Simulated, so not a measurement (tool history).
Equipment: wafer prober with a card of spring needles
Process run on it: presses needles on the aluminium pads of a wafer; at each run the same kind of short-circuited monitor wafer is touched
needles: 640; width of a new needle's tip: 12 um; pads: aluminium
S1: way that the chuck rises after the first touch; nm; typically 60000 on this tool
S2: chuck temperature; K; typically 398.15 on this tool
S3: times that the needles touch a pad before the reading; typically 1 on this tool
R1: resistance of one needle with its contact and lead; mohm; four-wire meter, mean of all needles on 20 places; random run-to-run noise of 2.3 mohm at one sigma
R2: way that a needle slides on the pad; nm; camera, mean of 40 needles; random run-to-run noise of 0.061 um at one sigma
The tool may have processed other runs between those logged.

run,day,S1,S2,S3,R1,R2
1,0,60000,398.15,1,286,9160
# day 0.488: tips cleaned on abrasive film
2,0.842,41000,398.15,1,426,6330
# day 1.125: tips cleaned on abrasive film
# day 1.788: tips cleaned on abrasive film
3,2.129,41000,398.15,1,363,6190
# day 2.496: tips cleaned on abrasive film
4,2.921,41000,398.15,3,296,6230
# day 3.204: tips cleaned on abrasive film
# day 3.858: tips cleaned on abrasive film
5,4.338,60000,341.15,1,311,9160
# day 4.462: tips cleaned on abrasive film
# day 5.158: tips cleaned on abrasive film
6,5.45,60000,398.15,1,311,9110
# day 5.792: tips cleaned on abrasive film
7,6.133,60000,398.15,1,311,9120
# day 6.442: tips cleaned on abrasive film
# day 7.15: tips cleaned on abrasive film
8,7.321,60000,398.15,1,291,9000
# day 7.779: tips cleaned on abrasive film
# day 8.4: tips cleaned on abrasive film
9,8.433,60000,398.15,1,267,9040
# day 9.042: tips cleaned on abrasive film
10,9.496,60000,398.15,1,325,9090
# day 9.733: tips cleaned on abrasive film, once more
11,10.192,50000,342.15,1,340,7390
# day 10.388: tips cleaned on abrasive film
# day 11.046: tips cleaned on abrasive film
12,11.204,60000,335.15,1,278,8970
# day 11.708: tips cleaned on abrasive film
# day 12.338: tips cleaned on abrasive film
13,12.529,52000,340.15,1,297,7690
# day 13.008: tips cleaned on abrasive film
14,13.596,52000,340.15,1,356,7660
# day 13.75: tips cleaned on abrasive film
# day 14.479: tips cleaned on abrasive film
15,14.658,52000,340.15,1,308,7620
# day 15.108: tips cleaned on abrasive film
# day 15.842: tips cleaned on abrasive film
16,15.871,45000,368.15,3,262,6550
# day 16.45: tips cleaned on abrasive film
# day 16.462: height of the first contact set anew
17,16.958,45000,329.15,3,283,6950

The same runs without the tool's hidden state, with the same run-to-run variation:
What the log doesn't record here: debris on the tips, nm; way that the needles fall short of the set height, um; tips' diameter, um; drift of the gauge itself on contact_mohm, %; drift of the gauge itself on scrub_um, %.
run,R1,R2
1,255,9160
2,260,6330
3,264,6220
4,257,6270
5,243,9240
6,258,9210
7,259,9240
8,257,9140
9,255,9220
10,261,9280
11,244,7590
12,241,9210
13,245,7970
14,245,7960
15,245,7940
16,252,6900
17,239,6950

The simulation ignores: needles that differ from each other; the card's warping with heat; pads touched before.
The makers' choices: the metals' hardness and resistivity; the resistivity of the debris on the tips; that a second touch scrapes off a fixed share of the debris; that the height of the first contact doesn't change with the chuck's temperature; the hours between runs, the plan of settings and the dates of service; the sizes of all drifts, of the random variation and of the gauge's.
